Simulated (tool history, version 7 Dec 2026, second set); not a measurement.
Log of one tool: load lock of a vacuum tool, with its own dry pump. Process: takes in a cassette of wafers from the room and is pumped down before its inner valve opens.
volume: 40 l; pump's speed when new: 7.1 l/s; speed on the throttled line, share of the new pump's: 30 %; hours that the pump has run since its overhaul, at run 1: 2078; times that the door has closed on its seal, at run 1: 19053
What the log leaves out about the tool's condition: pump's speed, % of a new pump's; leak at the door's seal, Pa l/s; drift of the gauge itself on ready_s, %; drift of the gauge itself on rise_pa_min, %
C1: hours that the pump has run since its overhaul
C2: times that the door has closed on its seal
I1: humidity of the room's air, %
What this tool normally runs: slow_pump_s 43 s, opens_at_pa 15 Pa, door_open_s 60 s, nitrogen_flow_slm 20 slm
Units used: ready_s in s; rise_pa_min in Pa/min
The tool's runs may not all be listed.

Run 1, hour 0.0: usual settings; C1 2078; C2 19053; I1 46.9. Result: ready_s 81.2 s, rise_pa_min 0.192 Pa/min.
Run 2, hour 78.8: usual settings but opens_at_pa 21 Pa; C1 2157; C2 19404; I1 46.6. Result: ready_s 78.5 s, rise_pa_min 0.197 Pa/min.
Run 3, hour 136.0: usual settings but opens_at_pa 13 Pa; C1 2214; C2 19659; I1 47.2. Result: ready_s 82.1 s, rise_pa_min 0.202 Pa/min.
Run 4, hour 264.1: usual settings but opens_at_pa 13 Pa; C1 2342; C2 20229; I1 46.1. Result: ready_s 82.3 s, rise_pa_min 0.208 Pa/min.
Run 5, hour 373.2: usual settings but opens_at_pa 26 Pa; C1 2451; C2 20714; I1 43.7. Result: ready_s 78.0 s, rise_pa_min 0.217 Pa/min.
Run 6, hour 462.0: usual settings; C1 2540; C2 21109; I1 47.0. Result: ready_s 81.2 s, rise_pa_min 0.222 Pa/min.
Run 7, hour 524.9: usual settings but slow_pump_s 22 s; C1 2603; C2 21389; I1 44.6. Result: ready_s 66.7 s, rise_pa_min 0.227 Pa/min.
Run 8, hour 651.2: usual settings but slow_pump_s 22 s; C1 2729; C2 21951; I1 42.7. Result: ready_s 66.5 s, rise_pa_min 0.229 Pa/min.
Run 9, hour 758.5: usual settings but opens_at_pa 24 Pa; C1 2837; C2 22429; I1 45.6. Result: ready_s 79.1 s, rise_pa_min 0.243 Pa/min.
Run 10, hour 814.5: usual settings but opens_at_pa 24 Pa; C1 2893; C2 22678; I1 44.5. Result: ready_s 78.6 s, rise_pa_min 0.243 Pa/min.
Run 11, hour 913.7: usual settings but opens_at_pa 24 Pa; C1 2992; C2 23119; I1 45.7. Result: ready_s 78.4 s, rise_pa_min 0.248 Pa/min.
Run 12, hour 1019.8: usual settings; C1 3098; C2 23591; I1 47.3. Result: ready_s 81.1 s, rise_pa_min 0.265 Pa/min.
Run 13, hour 1123.0: usual settings but opens_at_pa 25 Pa; C1 3201; C2 24051; I1 47.6. Result: ready_s 78.7 s, rise_pa_min 0.256 Pa/min.
Run 14, hour 1217.3: usual settings but opens_at_pa 25 Pa; C1 3295; C2 24470; I1 46.6. Result: ready_s 78.7 s, rise_pa_min 0.269 Pa/min.
Run 15, hour 1342.1: usual settings but door_open_s 38 s; C1 3420; C2 25025; I1 45.8. Result: ready_s 81.6 s, rise_pa_min 0.272 Pa/min.
Run 16, hour 1435.4: usual settings but door_open_s 38 s; C1 3513; C2 25441; I1 44.4. Result: ready_s 81.1 s, rise_pa_min 0.281 Pa/min.
Run 17, hour 1550.7: usual settings but door_open_s 137 s; C1 3629; C2 25954; I1 45.1. Result: ready_s 81.9 s, rise_pa_min 0.308 Pa/min.
Run 18, hour 1651.5: usual settings; C1 3729; C2 26402; I1 47.1. Result: ready_s 81.4 s, rise_pa_min 0.299 Pa/min.
Run 19, hour 1774.7: usual settings; C1 3853; C2 26950; I1 42.3. Result: ready_s 81.7 s, rise_pa_min 0.307 Pa/min.
Run 20, hour 1889.8: usual settings; C1 3968; C2 27463; I1 41.8. Result: ready_s 81.5 s, rise_pa_min 0.316 Pa/min.
Run 21, hour 2020.1: usual settings but slow_pump_s 48 s, opens_at_pa 18 Pa, nitrogen_flow_slm 36 slm; C1 4098; C2 28043; I1 45.8. Result: ready_s 84.0 s, rise_pa_min 0.327 Pa/min.
Run 22, hour 2079.6: usual settings but slow_pump_s 31 s, nitrogen_flow_slm 25 slm; C1 4158; C2 28307; I1 44.7. Result: ready_s 73.5 s, rise_pa_min 0.334 Pa/min.
Run 23, hour 2174.9: usual settings but opens_at_pa 19 Pa, nitrogen_flow_slm 22 slm; C1 4253; C2 28732; I1 47.0. Result: ready_s 80.5 s, rise_pa_min 0.344 Pa/min.
Run 24, hour 2271.6: usual settings but opens_at_pa 22 Pa, door_open_s 227 s, nitrogen_flow_slm 22 slm; C1 4350; C2 29162; I1 42.6. Result: ready_s 79.0 s, rise_pa_min 0.380 Pa/min.
Run 25, hour 2359.8: usual settings but opens_at_pa 30 Pa; C1 4438; C2 29554; I1 45.0. Result: ready_s 78.0 s, rise_pa_min 0.361 Pa/min.
Run 26, hour 2439.4: usual settings but opens_at_pa 10 Pa, door_open_s 40 s; C1 4517; C2 29909; I1 45.8. Result: ready_s 84.0 s, rise_pa_min 0.357 Pa/min.
Run 27, hour 2548.9: usual settings but opens_at_pa 10 Pa, door_open_s 40 s; C1 4627; C2 30396; I1 46.1. Result: ready_s 84.2 s, rise_pa_min 0.365 Pa/min.
Run 28, hour 2616.2: usual settings but slow_pump_s 30 s, opens_at_pa 10 Pa, door_open_s 136 s; C1 4694; C2 30695; I1 43.0. Result: ready_s 75.3 s, rise_pa_min 0.397 Pa/min.
Run 29, hour 2676.1: usual settings but slow_pump_s 60 s, opens_at_pa 22 Pa, door_open_s 29 s, nitrogen_flow_slm 11 slm; C1 4754; C2 30962; I1 48.3. Result: ready_s 91.4 s, rise_pa_min 0.381 Pa/min.
Run 30, hour 2769.1: usual settings but slow_pump_s 25 s, opens_at_pa 22 Pa, door_open_s 29 s, nitrogen_flow_slm 19 slm; C1 4847; C2 31376; I1 44.2. Result: ready_s 67.3 s, rise_pa_min 0.384 Pa/min.
Run 31, hour 2841.2: usual settings but opens_at_pa 20 Pa, door_open_s 51 s, nitrogen_flow_slm 39 slm; C1 4919; C2 31697; I1 41.1. Result: ready_s 80.0 s, rise_pa_min 0.375 Pa/min.
Run 32, hour 2964.8: usual settings but opens_at_pa 16 Pa, door_open_s 51 s; C1 5043; C2 32246; I1 45.7. Result: ready_s 81.4 s, rise_pa_min 0.398 Pa/min.
Run 33, hour 3048.2: usual settings but opens_at_pa 30 Pa, door_open_s 187 s; C1 5126; C2 32618; I1 44.8. Result: ready_s 77.8 s, rise_pa_min 0.452 Pa/min.
At hour 3075.3: door's seal changed, seat wiped.
Run 34, hour 3121.0: usual settings but slow_pump_s 63 s, opens_at_pa 11 Pa, door_open_s 164 s; C1 5197; C2 203; I1 44.8. Result: ready_s 97.9 s, rise_pa_min 0.050 Pa/min.
Run 35, hour 3236.6: usual settings but slow_pump_s 49 s, opens_at_pa 10 Pa, door_open_s 36 s; C1 5313; C2 717; I1 46.2. Result: ready_s 88.9 s, rise_pa_min 0.017 Pa/min.
Run 36, hour 3364.2: usual settings but opens_at_pa 14 Pa, door_open_s 141 s; C1 5441; C2 1285; I1 45.1. Result: ready_s 83.0 s, rise_pa_min 0.050 Pa/min.
Run 37, hour 3420.2: usual settings but opens_at_pa 12 Pa, nitrogen_flow_slm 14 slm; C1 5497; C2 1534; I1 41.2. Result: ready_s 83.4 s, rise_pa_min 0.035 Pa/min.
Run 38, hour 3502.0: usual settings but door_open_s 41 s; C1 5578; C2 1898; I1 45.3. Result: ready_s 82.3 s, rise_pa_min 0.029 Pa/min.

Alternative continuations, all from the tool just after run 38; predict every row:
Run A, hour 3582.5: usual settings but slow_pump_s 58 s; C1 5659; C2 2257; I1 44.3. Result: ready_s ?, rise_pa_min ?.
Run B, hour 3582.5: usual settings but slow_pump_s 31 s, door_open_s 42 s; C1 5659; C2 2257; I1 47.8. Result: ready_s ?, rise_pa_min ?.
Run C, hour 3582.5: usual settings but slow_pump_s 76 s, door_open_s 41 s; C1 5659; C2 2257; I1 44.6. Result: ready_s ?, rise_pa_min ?.

run  ready_s  rise_pa_min
  A     92.9        0.035
  B     73.9        0.030
  C    104.4        0.028
With no hidden state in the tool, these same runs would have given:
run  ready_s  rise_pa_min
  A     90.8        0.027
  B     71.3        0.021
  C    102.6        0.020
